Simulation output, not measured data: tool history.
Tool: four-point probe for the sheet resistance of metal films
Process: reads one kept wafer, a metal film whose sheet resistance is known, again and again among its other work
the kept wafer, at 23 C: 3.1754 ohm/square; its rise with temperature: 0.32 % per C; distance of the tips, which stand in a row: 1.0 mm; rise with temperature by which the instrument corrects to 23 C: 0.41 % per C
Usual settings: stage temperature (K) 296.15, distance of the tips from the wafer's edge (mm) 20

| run | hour | stage temperature (K) | distance of the tips from the wafer's edge (mm) | sheet resistance as the instrument gives it (ohm/square) |
|---|---|---|---|---|
| 1 | 0.0 | 296.15 | 20 | 3.158455 |
| 2 | 48.0 | 293.15 | 20 | 3.165387 |
| 3 | 113.1 | 293.15 | 20 | 3.166236 |
| 4 | 172.8 | 293.15 | 20 | 3.162882 |
| 5 | 201.5 | 302.15 | 20 | 3.137849 |
| 6 | 255.7 | 302.15 | 20 | 3.137577 |
| 7 | 318.8 | 300.15 | 4 | 3.238915 |
|  | 323.9 | stage's thermometer calibrated |
|  | 350.3 | new probe head fitted |
| 8 | 350.3 | 291.15 | 12 | 3.202227 |
| 9 | 386.8 | 291.15 | 12 | 3.201306 |
| 10 | 415.9 | 291.15 | 26 | 3.193322 |
| 11 | 464.5 | 297.15 | 59 | 3.172001 |

3 ways to go on from here, each from the tool as it stands after run 11. What would each give?
| A | 528.9 | 307.15 | 71 | ? |
| B | 528.9 | 306.15 | 4 | ? |
| C | 528.9 | 307.15 | 19 | ? |

| run | sheet resistance as the instrument gives it (ohm/square) |
|---|---|
| A | 3.142172 |
| B | 3.247899 |
| C | 3.147024 |
Without the tool's hidden state the same runs would have given:
| run | sheet resistance as the instrument gives it (ohm/square) |
|---|---|
| A | 3.144785 |
| B | 3.250574 |
| C | 3.149641 |
